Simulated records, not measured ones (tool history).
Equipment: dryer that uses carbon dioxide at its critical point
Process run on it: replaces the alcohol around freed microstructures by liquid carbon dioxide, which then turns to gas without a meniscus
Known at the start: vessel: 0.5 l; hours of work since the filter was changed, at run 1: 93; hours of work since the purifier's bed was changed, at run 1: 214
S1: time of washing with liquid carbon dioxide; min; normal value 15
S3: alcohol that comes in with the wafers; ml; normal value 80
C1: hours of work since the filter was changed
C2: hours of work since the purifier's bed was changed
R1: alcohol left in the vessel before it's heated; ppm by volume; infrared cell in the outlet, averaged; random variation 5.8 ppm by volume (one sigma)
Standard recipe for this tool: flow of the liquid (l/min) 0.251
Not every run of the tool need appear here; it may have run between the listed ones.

run 1 hour=0.0 | S1=15 flow_of_the_liquid_(l/min)=0.251 S3=80 | C1=93 C2=214 | R1=299
run 2 hour=10.8 | S1=15 flow_of_the_liquid_(l/min)=0.251 S3=80 | C1=98 C2=219 | R1=315
run 3 hour=21.1 | S1=15 flow_of_the_liquid_(l/min)=0.251 S3=80 | C1=102 C2=223 | R1=333
run 4 hour=31.1 | S1=15 flow_of_the_liquid_(l/min)=0.423 S3=80 | C1=107 C2=228 | R1=29
run 5 hour=38.3 | S1=15 flow_of_the_liquid_(l/min)=0.251 S3=80 | C1=110 C2=231 | R1=331
run 6 hour=47.8 | S1=15 flow_of_the_liquid_(l/min)=0.251 S3=80 | C1=114 C2=235 | R1=357
run 7 hour=61.5 | S1=15 flow_of_the_liquid_(l/min)=0.251 S3=61 | C1=120 C2=241 | R1=271
run 8 hour=71.1 | S1=15 flow_of_the_liquid_(l/min)=0.251 S3=61 | C1=124 C2=245 | R1=286
run 9 hour=82.5 | S1=15 flow_of_the_liquid_(l/min)=0.251 S3=61 | C1=129 C2=250 | R1=289
run 10 hour=95.3 | S1=15 flow_of_the_liquid_(l/min)=0.251 S3=80 | C1=135 C2=255 | R1=388
run 11 hour=107.7 | S1=15 flow_of_the_liquid_(l/min)=0.251 S3=80 | C1=140 C2=261 | R1=381
run 12 hour=115.5 | S1=15 flow_of_the_liquid_(l/min)=0.251 S3=80 | C1=143 C2=264 | R1=401
run 13 hour=126.2 | S1=15 flow_of_the_liquid_(l/min)=0.189 S3=80 | C1=148 C2=269 | R1=1904
run 14 hour=133.0 | S1=15 flow_of_the_liquid_(l/min)=0.189 S3=80 | C1=151 C2=272 | R1=1944
-- hour=134.7 inlet filter changed
run 15 hour=146.8 | S1=20 flow_of_the_liquid_(l/min)=0.189 S3=80 | C1=5 C2=277 | R1=249
run 16 hour=153.5 | S1=17 flow_of_the_liquid_(l/min)=0.251 S3=118 | C1=8 C2=280 | R1=144
run 17 hour=166.3 | S1=17 flow_of_the_liquid_(l/min)=0.196 S3=80 | C1=14 C2=286 | R1=526
run 18 hour=175.0 | S1=17 flow_of_the_liquid_(l/min)=0.196 S3=80 | C1=17 C2=290 | R1=551
run 19 hour=188.4 | S1=17 flow_of_the_liquid_(l/min)=0.196 S3=80 | C1=23 C2=295 | R1=556
run 20 hour=195.5 | S1=13 flow_of_the_liquid_(l/min)=0.249 S3=23 | C1=26 C2=298 | R1=196
run 21 hour=204.2 | S1=15 flow_of_the_liquid_(l/min)=0.173 S3=80 | C1=30 C2=302 | R1=1973
run 22 hour=213.3 | S1=16 flow_of_the_liquid_(l/min)=0.251 S3=80 | C1=34 C2=306 | R1=167
run 23 hour=225.2 | S1=15 flow_of_the_liquid_(l/min)=0.192 S3=43 | C1=39 C2=311 | R1=664
run 24 hour=237.1 | S1=12 flow_of_the_liquid_(l/min)=0.251 S3=31 | C1=44 C2=316 | R1=365
run 25 hour=248.6 | S1=20 flow_of_the_liquid_(l/min)=0.178 S3=69 | C1=49 C2=321 | R1=386
run 26 hour=256.9 | S1=20 flow_of_the_liquid_(l/min)=0.298 S3=23 | C1=53 C2=325 | R1=30
run 27 hour=266.2 | S1=20 flow_of_the_liquid_(l/min)=0.298 S3=23 | C1=57 C2=329 | R1=32
run 28 hour=279.4 | S1=20 flow_of_the_liquid_(l/min)=0.156 S3=65 | C1=63 C2=335 | R1=825
run 29 hour=285.9 | S1=15 flow_of_the_liquid_(l/min)=0.311 S3=80 | C1=66 C2=338 | R1=79

3 ways to go on from here, each from the tool as it stands after run 29. What would each give?
run A hour=299.6 | S1=11 flow_of_the_liquid_(l/min)=0.406 S3=59 | C1=71 C2=344 | R1=?
run B hour=299.6 | S1=13 flow_of_the_liquid_(l/min)=0.269 S3=79 | C1=71 C2=344 | R1=?
run C hour=299.6 | S1=15 flow_of_the_liquid_(l/min)=0.240 S3=80 | C1=71 C2=344 | R1=?

run=A R1=71
run=B R1=447
run=C R1=395
What these runs would have given with no unlogged condition in the tool:
run=A R1=30
run=B R1=305
run=C R1=263

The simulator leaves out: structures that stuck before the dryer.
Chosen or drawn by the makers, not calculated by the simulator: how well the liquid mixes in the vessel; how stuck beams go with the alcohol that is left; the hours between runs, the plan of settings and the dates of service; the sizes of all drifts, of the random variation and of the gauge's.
